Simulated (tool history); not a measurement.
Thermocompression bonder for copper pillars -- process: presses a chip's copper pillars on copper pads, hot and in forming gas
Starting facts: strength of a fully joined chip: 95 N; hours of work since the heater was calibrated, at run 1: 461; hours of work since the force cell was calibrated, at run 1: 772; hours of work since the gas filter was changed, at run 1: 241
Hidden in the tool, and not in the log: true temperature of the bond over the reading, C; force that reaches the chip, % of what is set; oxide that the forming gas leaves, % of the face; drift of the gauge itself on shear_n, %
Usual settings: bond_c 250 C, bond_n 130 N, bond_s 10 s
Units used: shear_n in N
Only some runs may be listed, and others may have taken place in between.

run   hour  bond_c  bond_n  bond_s  hours of work since the heater was calibrated  hours of work since the force cell was calibrated  hours of work since the gas filter was changed  shear_n
  1    0.0     250     130      10                                            461                                                772                                             241     44.0
  2   15.3     250     130      25                                            471                                                782                                             251     58.9
  3   36.5     250     130      25                                            485                                                796                                             265     59.3
  4   49.5     250     130      25                                            494                                                805                                             274     58.7
  5   71.4     250     130      25                                            508                                                820                                             288     58.3
  6   82.4     250     130      10                                            516                                                827                                             296     43.9
  7   96.9     250     130      10                                            525                                                837                                             305     43.0
  8  113.3     250     110      10                                            536                                                847                                             316     37.4
  9  130.7     250     110      11                                            548                                                859                                             328     38.9
 10  140.9     250     110      11                                            554                                                866                                             334     38.6
 11  159.8     236     110      11                                            567                                                878                                             347     31.8
     174.4  -- forming gas filter changed
 12  181.8     250     130      10                                            581                                                892                                               5     45.9
 13  193.9     250     130      10                                            589                                                901                                              13     45.7
 14  215.2     270     106      16                                            603                                                915                                              27     56.2
 15  225.5     250     130      26                                            610                                                921                                              34     61.9
 16  242.1     220     133      10                                            621                                                932                                              45     31.3
     246.0  -- heater calibrated with a thermocouple chip
 17  257.6     241     116      10                                              8                                                941                                              54     37.3
 18  270.5     220     131      10                                             16                                                950                                              62     30.7
     275.3  -- force cell calibrated
 19  284.3     231     127      19                                             24                                                  6                                              71     47.9
 20  294.2     233     127      15                                             31                                                 12                                              77     45.1
 21  303.6     248     130      27                                             37                                                 19                                              83     65.3
 22  323.0     261     129       5                                             50                                                 32                                              96     43.4
 23  339.2     250      80       9                                             61                                                 42                                             107     30.1
 24  353.0     268      84      10                                             70                                                 51                                             116     41.2

Each row is a separate what-if for the run after 24, all from the same tool condition, not one after another. Results?
     362.7  -- heater calibrated with a thermocouple chip, once more
  A  375.7     260     136      10                                              9                                                 65                                             130        ?
     362.7  -- heater calibrated with a thermocouple chip, once more
  B  375.7     268     171      16                                              9                                                 65                                             130        ?
     362.7  -- heater calibrated with a thermocouple chip, once more
  C  375.7     268     174      10                                              9                                                 65                                             130        ?
     362.7  -- heater calibrated with a thermocouple chip, once more
  D  375.7     247      84      10                                              9                                                 65                                             130        ?

run  shear_n
  A     53.0
  B     73.9
  C     67.4
  D     29.3
With the hidden condition removed and each run's random variation left untouched, the same runs would have given:
run  shear_n
  A     55.2
  B     76.5
  C     69.9
  D     30.7

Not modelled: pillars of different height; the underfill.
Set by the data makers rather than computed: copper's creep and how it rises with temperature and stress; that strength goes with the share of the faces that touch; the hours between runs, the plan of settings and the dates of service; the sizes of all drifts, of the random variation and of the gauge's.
